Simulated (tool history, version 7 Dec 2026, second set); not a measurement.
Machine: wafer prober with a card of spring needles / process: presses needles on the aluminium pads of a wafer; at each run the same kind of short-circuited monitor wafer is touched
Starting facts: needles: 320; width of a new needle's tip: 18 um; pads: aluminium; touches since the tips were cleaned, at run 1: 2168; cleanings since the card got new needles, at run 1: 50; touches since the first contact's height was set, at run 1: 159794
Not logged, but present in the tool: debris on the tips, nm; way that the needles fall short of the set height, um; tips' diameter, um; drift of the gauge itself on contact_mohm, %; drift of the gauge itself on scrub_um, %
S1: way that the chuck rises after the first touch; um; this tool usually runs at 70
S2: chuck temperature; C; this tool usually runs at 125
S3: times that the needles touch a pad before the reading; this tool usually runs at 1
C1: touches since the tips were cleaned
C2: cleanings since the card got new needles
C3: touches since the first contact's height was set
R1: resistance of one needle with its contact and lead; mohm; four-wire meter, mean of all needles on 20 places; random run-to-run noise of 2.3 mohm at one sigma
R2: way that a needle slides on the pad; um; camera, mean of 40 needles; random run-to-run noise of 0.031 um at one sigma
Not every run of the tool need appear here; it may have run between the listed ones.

run   hour  S1   S2  S3    C1  C2      C3   R1    R2
  1      0  70  125   1  2168  50  159794  559  9.05
       2.1  -- tips cleaned on abrasive film
       2.4  -- height of the first contact set anew
  2    9.4  55  125   1  2703  51    2703  834  6.86
      10.7  -- tips cleaned on abrasive film
      18.6  -- tips cleaned on abrasive film
  3   23.1  70  100   1  1778  53    7997  525  8.82
      26.6  -- tips cleaned on abrasive film
  4   31.1  70  125   1  1741  54   11076  527   8.8
      34.3  -- tips cleaned on abrasive film
      42.3  -- tips cleaned on abrasive film
  5   43.5  70  125   1   474  56   15865  383   8.8
      49.7  -- tips cleaned on abrasive film
  6   51.8  70  125   1   838  57   19058  432  8.78
        57  -- tips cleaned on abrasive film
      65.3  -- tips cleaned on abrasive film
  7   66.9  70  125   1   656  59   24897  398  8.83
      73.4  -- tips cleaned on abrasive film
      80.6  -- tips cleaned on abrasive film
  8     81  70   26   1   150  61   30305  306  8.83
      88.1  -- tips cleaned on abrasive film
  9   92.4  70  125   1  1671  62   34718  497  8.83
      95.6  -- tips cleaned on abrasive film
      98.7  -- height of the first contact set anew, once more
     103.8  -- tips cleaned on abrasive film
 10  104.2  70  125   1   193  64    2139  331  9.29
     111.3  -- tips cleaned on abrasive film
 11  112.9  55   47   2   607  65    5468  374  7.28
     119.4  -- tips cleaned on abrasive film
 12  123.3  55   47   2  1502  66    9500  486  7.28
       127  -- tips cleaned on abrasive film
 13  133.9  52   41   2  2684  67   13606  641  6.88
     135.1  -- tips cleaned on abrasive film
     143.4  -- tips cleaned on abrasive film
 14  143.6  52   41   2    85  69   17337  301  6.91
     150.7  -- tips cleaned on abrasive film
 15  153.6  52   41   2  1151  70   21195  433  6.92
     157.8  -- tips cleaned on abrasive film
     165.8  -- tips cleaned on abrasive film
 16  170.6  52   41   2  1866  72   27753  572  6.92
       173  -- tips cleaned on abrasive film
     180.5  -- tips cleaned on abrasive film
 17  186.7  52   41   2  2404  74   33975  613  6.91

Consider 5 possible next runs. They are alternatives, not a sequence: every one starts from the tool as it was left by run 17. What does each give?
     188.1  -- tips cleaned on abrasive film
     195.6  -- tips cleaned on abrasive film
  A  199.4  85  93   2  1490  76  38882   ?   ?
     188.1  -- tips cleaned on abrasive film
     195.6  -- tips cleaned on abrasive film
  B  199.4  80  46   2  1490  76  38882   ?   ?
     188.1  -- tips cleaned on abrasive film
     195.6  -- tips cleaned on abrasive film
  C  199.4  78  41   2  1490  76  38882   ?   ?
     188.1  -- tips cleaned on abrasive film
     195.6  -- tips cleaned on abrasive film
  D  199.4  65  32   3  1490  76  38882   ?   ?
     188.1  -- tips cleaned on abrasive film
     195.6  -- tips cleaned on abrasive film
  E  199.4  69  41   2  1490  76  38882   ?   ?

run   R1     R2
  A  345   11.2
  B  345  10.65
  C  355  10.26
  D  339   8.57
  E  387   9.16
What these runs would have given with no unlogged condition in the tool:
run   R1     R2
  A  250  11.27
  B  233  10.72
  C  236  10.33
  D  237   8.64
  E  238   9.23
